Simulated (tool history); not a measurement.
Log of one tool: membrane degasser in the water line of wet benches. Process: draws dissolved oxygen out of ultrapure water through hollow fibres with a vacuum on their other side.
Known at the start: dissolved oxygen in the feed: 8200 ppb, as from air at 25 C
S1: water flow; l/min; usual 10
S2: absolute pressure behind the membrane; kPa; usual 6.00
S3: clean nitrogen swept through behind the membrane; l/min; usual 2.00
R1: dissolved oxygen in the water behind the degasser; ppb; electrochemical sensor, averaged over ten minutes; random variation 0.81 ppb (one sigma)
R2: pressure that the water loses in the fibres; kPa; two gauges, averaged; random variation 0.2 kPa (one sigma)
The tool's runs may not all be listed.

run,hour,S1,S2,S3,R1,R2
1,0.0,10,6.00,2.00,82.2,43.02
2,74.2,10,6.00,2.00,80.7,43.35
3,163.8,10,6.00,2.00,81.1,43.11
4,252.2,10,6.00,2.00,82.9,43.40
5,332.8,10,6.00,2.00,82.1,42.82
6,389.4,10,6.00,2.00,82.9,43.31
7,505.3,10,6.00,2.00,81.8,43.19
8,570.9,10,4.76,4.11,57.7,43.21
9,669.1,8,10.10,2.00,87.5,34.83
# hour 678.7: vacuum gauge calibrated
10,760.1,8,10.10,2.00,85.0,34.76
11,844.0,8,10.10,2.00,86.2,34.78
12,969.5,8,8.81,2.87,56.9,34.92
13,1034.9,6,9.30,1.88,53.4,25.92

Some steps in R1 between neighbouring runs. How much of each would the tool show without its hidden state too (settings, what came in, random variation), and how much is left for the hidden state, with any gauge scatter that isn't in both results?
The hidden state here: membrane still open, %; true pressure behind the membrane over the reading, kPa; air that leaks in behind the membrane, l/min; drift of the gauge itself on oxygen_ppb, %; drift of the gauge itself on loss_of_pressure_kpa, %.
Run 8 -> 9: S1 10 -> 8, S2 4.76 -> 10.10, S3 4.11 -> 2.00. R1 +29.8 ppb: hidden state -1.5, all else +31.3.
